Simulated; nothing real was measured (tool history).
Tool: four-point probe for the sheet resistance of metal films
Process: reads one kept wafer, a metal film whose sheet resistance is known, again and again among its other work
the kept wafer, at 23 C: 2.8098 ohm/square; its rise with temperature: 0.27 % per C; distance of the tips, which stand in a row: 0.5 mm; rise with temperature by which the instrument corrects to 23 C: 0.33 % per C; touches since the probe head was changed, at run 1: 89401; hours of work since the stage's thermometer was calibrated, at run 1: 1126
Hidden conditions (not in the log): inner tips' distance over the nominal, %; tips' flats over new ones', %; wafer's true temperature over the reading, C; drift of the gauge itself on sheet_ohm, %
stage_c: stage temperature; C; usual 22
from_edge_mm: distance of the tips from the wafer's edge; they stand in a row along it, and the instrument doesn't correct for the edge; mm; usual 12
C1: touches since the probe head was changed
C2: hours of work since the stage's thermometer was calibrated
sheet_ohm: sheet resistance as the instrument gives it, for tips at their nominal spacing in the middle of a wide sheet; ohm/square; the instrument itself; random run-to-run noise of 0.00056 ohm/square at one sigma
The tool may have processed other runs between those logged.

{"run": 1, "hour": 0.0, "stage_c": 22, "from_edge_mm": 12, "C1": 89401, "C2": 1126, "sheet_ohm": 2.778163}
{"hour": 22.1, "done": "new probe head fitted"}
{"run": 2, "hour": 48.9, "stage_c": 22, "from_edge_mm": 9, "C1": 802, "C2": 1157, "sheet_ohm": 2.812243}
{"run": 3, "hour": 77.0, "stage_c": 22, "from_edge_mm": 9, "C1": 1641, "C2": 1175, "sheet_ohm": 2.812692}
{"run": 4, "hour": 112.2, "stage_c": 22, "from_edge_mm": 9, "C1": 2693, "C2": 1197, "sheet_ohm": 2.812845}
{"run": 5, "hour": 156.4, "stage_c": 25, "from_edge_mm": 12, "C1": 4015, "C2": 1225, "sheet_ohm": 2.805909}
{"run": 6, "hour": 187.2, "stage_c": 32, "from_edge_mm": 12, "C1": 4936, "C2": 1245, "sheet_ohm": 2.795031}
{"run": 7, "hour": 212.2, "stage_c": 32, "from_edge_mm": 12, "C1": 5684, "C2": 1261, "sheet_ohm": 2.79415}
{"run": 8, "hour": 245.0, "stage_c": 32, "from_edge_mm": 12, "C1": 6665, "C2": 1282, "sheet_ohm": 2.794135}
{"run": 9, "hour": 284.3, "stage_c": 32, "from_edge_mm": 12, "C1": 7841, "C2": 1307, "sheet_ohm": 2.793}
{"run": 10, "hour": 323.1, "stage_c": 22, "from_edge_mm": 12, "C1": 9001, "C2": 1331, "sheet_ohm": 2.809263}
{"run": 11, "hour": 355.8, "stage_c": 22, "from_edge_mm": 12, "C1": 9981, "C2": 1352, "sheet_ohm": 2.80846}
{"run": 12, "hour": 394.1, "stage_c": 22, "from_edge_mm": 12, "C1": 11125, "C2": 1377, "sheet_ohm": 2.807692}
{"run": 13, "hour": 440.6, "stage_c": 27, "from_edge_mm": 32, "C1": 12517, "C2": 1406, "sheet_ohm": 2.797138}
{"run": 14, "hour": 468.9, "stage_c": 27, "from_edge_mm": 32, "C1": 13361, "C2": 1424, "sheet_ohm": 2.796063}
{"run": 15, "hour": 496.1, "stage_c": 27, "from_edge_mm": 32, "C1": 14175, "C2": 1442, "sheet_ohm": 2.797586}
{"hour": 501.1, "done": "stage's thermometer calibrated"}
{"run": 16, "hour": 530.3, "stage_c": 27, "from_edge_mm": 32, "C1": 15183, "C2": 19, "sheet_ohm": 2.795694}
{"run": 17, "hour": 569.9, "stage_c": 27, "from_edge_mm": 4, "C1": 16369, "C2": 44, "sheet_ohm": 2.819106}
{"run": 18, "hour": 604.2, "stage_c": 23, "from_edge_mm": 68, "C1": 17394, "C2": 66, "sheet_ohm": 2.801241}
{"run": 19, "hour": 632.6, "stage_c": 18, "from_edge_mm": 8, "C1": 18244, "C2": 84, "sheet_ohm": 2.815366}
{"run": 20, "hour": 683.2, "stage_c": 18, "from_edge_mm": 8, "C1": 19756, "C2": 116, "sheet_ohm": 2.815824}
{"hour": 725.9, "done": "stage's thermometer calibrated, once more"}
{"run": 21, "hour": 734.4, "stage_c": 26, "from_edge_mm": 12, "C1": 21274, "C2": 5, "sheet_ohm": 2.799807}
{"run": 22, "hour": 779.4, "stage_c": 30, "from_edge_mm": 53, "C1": 22620, "C2": 34, "sheet_ohm": 2.792075}
{"run": 23, "hour": 811.2, "stage_c": 30, "from_edge_mm": 53, "C1": 23570, "C2": 54, "sheet_ohm": 2.791998}

Branching from run 23: 3 alternative next runs. What would each branch give?
{"run": "A", "hour": 842.8, "stage_c": 22, "from_edge_mm": 28, "C1": 24516, "C2": 75, "sheet_ohm": "?"}
{"run": "B", "hour": 842.8, "stage_c": 33, "from_edge_mm": 10, "C1": 24516, "C2": 75, "sheet_ohm": "?"}
{"run": "C", "hour": 842.8, "stage_c": 23, "from_edge_mm": 5, "C1": 24516, "C2": 75, "sheet_ohm": "?"}

run=A sheet_ohm=2.803201
run=B sheet_ohm=2.790581
run=C sheet_ohm=2.816158
Without the tool's unlogged condition, the same runs would have read:
run=A sheet_ohm=2.811329
run=B sheet_ohm=2.798654
run=C sheet_ohm=2.824319

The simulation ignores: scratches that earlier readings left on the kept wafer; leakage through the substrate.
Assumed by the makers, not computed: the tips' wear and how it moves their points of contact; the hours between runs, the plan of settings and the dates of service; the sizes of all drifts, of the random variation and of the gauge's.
